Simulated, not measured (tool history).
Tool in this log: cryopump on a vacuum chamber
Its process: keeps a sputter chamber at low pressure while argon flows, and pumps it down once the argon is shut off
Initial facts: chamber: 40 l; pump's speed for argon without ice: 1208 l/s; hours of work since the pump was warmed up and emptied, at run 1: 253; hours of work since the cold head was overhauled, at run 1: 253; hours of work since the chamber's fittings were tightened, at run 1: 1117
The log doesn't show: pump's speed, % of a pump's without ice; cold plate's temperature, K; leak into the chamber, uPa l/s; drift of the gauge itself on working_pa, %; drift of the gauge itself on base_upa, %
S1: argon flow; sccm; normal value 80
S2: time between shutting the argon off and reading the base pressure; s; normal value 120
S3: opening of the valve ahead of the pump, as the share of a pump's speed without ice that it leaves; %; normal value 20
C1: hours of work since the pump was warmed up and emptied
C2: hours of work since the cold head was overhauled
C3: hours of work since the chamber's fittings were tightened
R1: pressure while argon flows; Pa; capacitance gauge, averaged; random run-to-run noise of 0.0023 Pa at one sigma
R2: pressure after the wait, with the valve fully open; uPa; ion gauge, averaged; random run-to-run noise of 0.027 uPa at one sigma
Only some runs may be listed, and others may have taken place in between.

{"run": 1, "hour": 0.0, "S1": 80, "S2": 120, "S3": 20, "C1": 253, "C2": 253, "C3": 1117, "R1": 0.5691, "R2": 1.77}
{"run": 2, "hour": 18.5, "S1": 80, "S2": 120, "S3": 20, "C1": 270, "C2": 270, "C3": 1133, "R1": 0.5635, "R2": 1.8}
{"run": 3, "hour": 30.7, "S1": 109, "S2": 120, "S3": 20, "C1": 281, "C2": 281, "C3": 1144, "R1": 0.7744, "R2": 1.81}
{"run": 4, "hour": 50.4, "S1": 80, "S2": 120, "S3": 20, "C1": 298, "C2": 298, "C3": 1162, "R1": 0.5699, "R2": 1.88}
{"run": 5, "hour": 70.0, "S1": 80, "S2": 120, "S3": 20, "C1": 316, "C2": 316, "C3": 1180, "R1": 0.571, "R2": 1.85}
{"run": 6, "hour": 89.3, "S1": 80, "S2": 120, "S3": 20, "C1": 334, "C2": 334, "C3": 1197, "R1": 0.5712, "R2": 1.79}
{"run": 7, "hour": 99.0, "S1": 80, "S2": 120, "S3": 20, "C1": 342, "C2": 342, "C3": 1206, "R1": 0.5719, "R2": 1.85}
{"run": 8, "hour": 112.5, "S1": 80, "S2": 24, "S3": 20, "C1": 354, "C2": 354, "C3": 1218, "R1": 0.5746, "R2": 5.7}
{"run": 9, "hour": 125.5, "S1": 80, "S2": 120, "S3": 20, "C1": 366, "C2": 366, "C3": 1230, "R1": 0.5697, "R2": 1.87}
{"run": 10, "hour": 137.4, "S1": 35, "S2": 120, "S3": 20, "C1": 377, "C2": 377, "C3": 1240, "R1": 0.2501, "R2": 1.9}
{"run": 11, "hour": 148.2, "S1": 80, "S2": 41, "S3": 20, "C1": 386, "C2": 386, "C3": 1250, "R1": 0.5735, "R2": 3.63}
{"run": 12, "hour": 160.7, "S1": 80, "S2": 41, "S3": 20, "C1": 398, "C2": 398, "C3": 1261, "R1": 0.5729, "R2": 3.7}
{"run": 13, "hour": 181.7, "S1": 70, "S2": 36, "S3": 31, "C1": 417, "C2": 417, "C3": 1280, "R1": 0.3308, "R2": 4.16}
{"run": 14, "hour": 199.4, "S1": 34, "S2": 26, "S3": 20, "C1": 433, "C2": 433, "C3": 1296, "R1": 0.2439, "R2": 5.39}
{"run": 15, "hour": 218.1, "S1": 80, "S2": 74, "S3": 22, "C1": 449, "C2": 449, "C3": 1313, "R1": 0.5272, "R2": 2.55}
{"run": 16, "hour": 227.1, "S1": 48, "S2": 220, "S3": 50, "C1": 457, "C2": 457, "C3": 1321, "R1": 0.1441, "R2": 1.56}
{"run": 17, "hour": 243.4, "S1": 154, "S2": 48, "S3": 21, "C1": 472, "C2": 472, "C3": 1336, "R1": 1.0608, "R2": 3.45}
{"run": 18, "hour": 254.1, "S1": 95, "S2": 133, "S3": 32, "C1": 482, "C2": 482, "C3": 1345, "R1": 0.4381, "R2": 1.87}
{"run": 19, "hour": 275.2, "S1": 95, "S2": 133, "S3": 32, "C1": 501, "C2": 501, "C3": 1364, "R1": 0.4361, "R2": 1.94}
{"run": 20, "hour": 293.5, "S1": 152, "S2": 120, "S3": 20, "C1": 517, "C2": 517, "C3": 1381, "R1": 1.0916, "R2": 2.06}
{"run": 21, "hour": 305.2, "S1": 80, "S2": 120, "S3": 31, "C1": 528, "C2": 528, "C3": 1391, "R1": 0.3813, "R2": 2.1}
{"run": 22, "hour": 319.6, "S1": 80, "S2": 120, "S3": 31, "C1": 541, "C2": 541, "C3": 1404, "R1": 0.3813, "R2": 2.01}
{"run": 23, "hour": 331.4, "S1": 80, "S2": 120, "S3": 31, "C1": 551, "C2": 551, "C3": 1415, "R1": 0.3786, "R2": 2.13}
{"run": 24, "hour": 343.3, "S1": 54, "S2": 165, "S3": 34, "C1": 562, "C2": 562, "C3": 1425, "R1": 0.2347, "R2": 1.82}

Below are 4 alternative next runs, each starting from the tool's condition after run 24. Predict each:
{"run": "A", "hour": 359.1, "S1": 44, "S2": 68, "S3": 16, "C1": 576, "C2": 576, "C3": 1440, "R1": "?", "R2": "?"}
{"run": "B", "hour": 359.1, "S1": 54, "S2": 21, "S3": 34, "C1": 576, "C2": 576, "C3": 1440, "R1": "?", "R2": "?"}
{"run": "C", "hour": 359.1, "S1": 147, "S2": 134, "S3": 34, "C1": 576, "C2": 576, "C3": 1440, "R1": "?", "R2": "?"}
{"run": "D", "hour": 359.1, "S1": 143, "S2": 165, "S3": 34, "C1": 576, "C2": 576, "C3": 1440, "R1": "?", "R2": "?"}

run=A R1=0.3937 R2=2.85
run=B R1=0.2378 R2=6.42
run=C R1=0.6455 R2=2.09
run=D R1=0.6271 R2=1.89
Without the tool's unlogged condition, the same runs would have read:
run=A R1=0.3822 R2=1.96
run=B R1=0.2236 R2=5.54
run=C R1=0.607 R2=1.18
run=D R1=0.5896 R2=0.97

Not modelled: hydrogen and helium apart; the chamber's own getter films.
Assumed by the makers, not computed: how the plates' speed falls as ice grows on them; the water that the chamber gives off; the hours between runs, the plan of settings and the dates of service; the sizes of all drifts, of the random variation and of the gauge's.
